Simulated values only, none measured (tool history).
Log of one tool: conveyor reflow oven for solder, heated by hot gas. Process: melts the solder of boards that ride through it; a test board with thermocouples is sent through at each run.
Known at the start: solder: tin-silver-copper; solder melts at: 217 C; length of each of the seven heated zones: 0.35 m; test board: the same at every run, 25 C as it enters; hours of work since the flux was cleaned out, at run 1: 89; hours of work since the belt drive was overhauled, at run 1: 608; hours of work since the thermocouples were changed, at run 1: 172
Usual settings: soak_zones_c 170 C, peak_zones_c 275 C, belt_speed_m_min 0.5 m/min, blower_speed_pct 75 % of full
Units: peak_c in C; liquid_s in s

run	hour	soak_zones_c	peak_zones_c	belt_speed_m_min	blower_speed_pct	hours of work since the flux was cleaned out	hours of work since the belt drive was overhauled	hours of work since the thermocouples were changed	peak_c	liquid_s
1	0	170	275	0.5	75	89	608	172	263.6	71.2
2	10.9	170	275	0.58	75	97	616	181	259.1	58.6
3	26.4	170	275	0.58	75	109	628	192	259.4	58.7
4	36.3	174	275	0.58	75	116	635	200	259.7	60
5	55.5	184	275	0.58	75	130	650	214	261.5	64.4
6	71	184	275	0.58	75	142	661	226	261.7	64
7	84.4	184	275	0.58	75	152	671	236	261.4	64.4
8	102.5	170	275	0.486	75	166	685	249	264.5	74
9	112.7	170	275	0.486	75	173	692	257	264.4	74.1
10	132.5	170	275	0.486	75	188	707	272	264.2	73.9
11	148.1	170	275	0.5	61	200	719	283	261.5	69.6
# hour 159.8: flux residue cleaned out of gas plates and filters
12	162.7	170	275	0.5	61	2	726	291	262.8	70.7
13	181.3	170	275	0.5	85	16	740	305	265.8	72.8
14	193.2	170	275	0.5	85	25	749	313	266.1	73.4
15	212.7	170	275	0.5	85	40	764	328	266.2	73
16	228.6	170	275	0.5	85	52	776	340	266.1	72.5
17	238.2	170	275	0.5	85	59	783	347	265.9	72.8
18	254.2	170	281	0.5	79	71	795	359	270.7	75.3
19	266.3	170	281	0.5	79	80	804	368	271	75.1
20	279.2	171	279	0.5	79	90	814	378	269	74.8
21	290.3	171	279	0.5	89	98	822	386	270.2	75.9
22	299.5	184	286	0.519	65	105	829	393	273.7	78.7
23	311.2	170	276	0.5	75	114	838	402	265.3	72.1
24	324	166	276	0.5	75	123	847	412	265	70.8
25	332.6	166	276	0.5	75	130	854	418	264.8	70.7
26	346.8	170	289	0.5	75	140	864	429	277.6	78
27	367	170	289	0.5	75	155	879	444	277.2	78.8
28	379.1	159	286	0.594	50	164	888	453	261.1	53.8
29	395.7	159	286	0.455	58	177	901	465	273.7	80.1
30	407.9	170	275	0.47	70	186	910	474	265.7	76.9
31	428	170	275	0.47	70	201	925	490	265.6	77.1

Forecast each of these 4 alternatives for the next run:
# hour 438.5: flux residue cleaned out of gas plates and filters
A	444	170	275	0.59	75	4	933	498	?	?
# hour 438.5: flux residue cleaned out of gas plates and filters
B	444	182	271	0.5	85	4	933	498	?	?
# hour 438.5: flux residue cleaned out of gas plates and filters
C	444	176	275	0.583	87	4	933	498	?	?
# hour 438.5: flux residue cleaned out of gas plates and filters
D	444	170	275	0.528	70	4	933	498	?	?

run	peak_c	liquid_s
A	260.5	58
B	263.9	76.2
C	263.5	61.9
D	263.2	67
Without the tool's hidden state the same runs would have given:
run	peak_c	liquid_s
A	258.3	55.5
B	261.9	73.5
C	261.3	59.5
D	261	64.3
